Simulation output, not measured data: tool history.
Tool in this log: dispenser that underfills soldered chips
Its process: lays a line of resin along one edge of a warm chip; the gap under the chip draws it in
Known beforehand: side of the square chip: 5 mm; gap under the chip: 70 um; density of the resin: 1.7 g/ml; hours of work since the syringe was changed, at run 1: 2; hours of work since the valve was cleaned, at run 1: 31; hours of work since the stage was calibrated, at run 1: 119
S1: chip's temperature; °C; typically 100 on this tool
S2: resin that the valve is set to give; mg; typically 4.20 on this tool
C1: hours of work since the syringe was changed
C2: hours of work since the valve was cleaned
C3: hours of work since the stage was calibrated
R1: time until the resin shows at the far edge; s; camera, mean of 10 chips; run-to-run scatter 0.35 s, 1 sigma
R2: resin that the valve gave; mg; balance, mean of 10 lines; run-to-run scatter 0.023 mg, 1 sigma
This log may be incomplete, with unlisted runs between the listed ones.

run	hour	S1	S2	C1	C2	C3	R1	R2
1	0.0	100	4.20	2	31	119	22.8	4.13
2	3.7	100	4.20	5	34	122	29.5	4.09
# hour 5.0: new syringe of resin
3	7.9	95	4.20	2	37	125	26.8	4.10
4	10.8	95	4.20	5	40	127	31.9	4.09
# hour 12.5: new syringe of resin
5	14.9	100	4.86	2	43	130	21.6	4.76
6	17.8	100	4.86	4	45	133	26.4	4.70
# hour 20.1: new syringe of resin
7	22.0	108	4.20	1	48	136	18.2	4.06
8	27.1	108	4.20	6	52	140	25.0	4.02
# hour 28.0: new syringe of resin
9	31.0	108	4.20	2	55	143	17.6	4.07
# hour 35.4: new syringe of resin
10	36.8	100	4.02	1	59	147	21.5	3.84
# hour 42.8: new syringe of resin
11	42.8	90	4.02	0	64	152	26.8	3.86
12	45.5	100	4.20	2	66	154	23.0	4.02
13	48.5	100	4.20	5	68	156	29.5	3.97
# hour 50.5: new syringe of resin
14	54.2	100	3.72	3	73	160	26.0	3.56
# hour 58.1: new syringe of resin
15	58.4	100	3.76	0	76	163	20.3	3.53
16	64.3	105	4.20	5	80	168	25.7	3.92
# hour 65.9: new syringe of resin
17	68.4	105	4.20	2	83	171	20.3	3.95
18	72.1	100	4.20	5	86	174	28.9	3.94
# hour 73.4: new syringe of resin
19	77.7	100	4.20	3	91	178	25.6	3.94
# hour 81.0: new syringe of resin
20	81.3	92	4.20	0	93	181	25.0	3.97
21	84.7	110	4.33	3	96	183	17.8	4.00
# hour 88.5: new syringe of resin
22	90.7	88	4.36	2	100	188	32.2	4.04
# hour 96.0: new syringe of resin
23	96.9	102	5.40	1	105	193	18.7	4.99
# hour 103.0: dispensing valve cleaned and set on the balance
# hour 104.5: new syringe of resin
24	104.6	102	3.91	0	1	198	18.5	3.86
25	109.4	102	3.91	4	5	201	26.1	3.87
# hour 112.2: new syringe of resin
26	114.3	102	3.91	2	8	205	20.7	3.92
# hour 119.6: new syringe of resin
27	120.1	102	3.91	0	13	210	18.7	3.85
28	124.6	98	5.20	4	16	213	28.4	5.13
# hour 127.3: new syringe of resin
29	130.2	103	4.66	2	21	217	21.0	4.59
# hour 135.1: new syringe of resin
30	136.1	103	4.66	1	25	222	18.6	4.55
31	138.8	92	5.08	3	27	224	29.9	4.95
32	141.4	106	4.01	5	29	226	24.8	3.94
# hour 142.6: new syringe of resin
33	145.5	86	4.73	2	32	229	36.0	4.60
# hour 150.1: new syringe of resin
34	151.2	101	4.84	1	36	233	19.8	4.72
35	155.4	102	4.79	4	40	236	25.4	4.65
# hour 157.6: new syringe of resin
36	161.4	107	5.47	3	44	241	19.5	5.31

Selected run-to-run steps in R1, each split into two signed amounts: the part the tool would show with no hidden state at all (from settings, incoming material and random variation), and the remainder, which goes to the hidden state together with any gauge scatter not common to the measured and the hidden-state-free results:
What the log doesn't record here: resin's viscosity, % of fresh resin's; dose that the valve gives, % of what is set; true chip temperature over the reading, C; drift of the gauge itself on fill_s, %; drift of the gauge itself on given_mg, %.
Run 7 -> 8: no setting touched and nothing written in the log between the runs. R1 +6.8 s: hidden state +7.7, all else -0.9.
Run 15 -> 16: S1 100 -> 105, S2 3.76 -> 4.20. R1 +5.4 s: hidden state +8.6, all else -3.2.
Run 21 -> 22: S1 110 -> 88, S2 4.33 -> 4.36, new syringe of resin. R1 +14.4 s: hidden state +1.3, all else +13.1.
Run 22 -> 23: S1 88 -> 102, S2 4.36 -> 5.40, new syringe of resin. R1 -13.5 s: hidden state -4.0, all else -9.5.
Run 27 -> 28: S1 102 -> 98, S2 3.91 -> 5.20. R1 +9.7 s: hidden state +7.7, all else +2.0.
Run 33 -> 34: S1 86 -> 101, S2 4.73 -> 4.84, new syringe of resin. R1 -16.2 s: hidden state -6.2, all else -10.0.
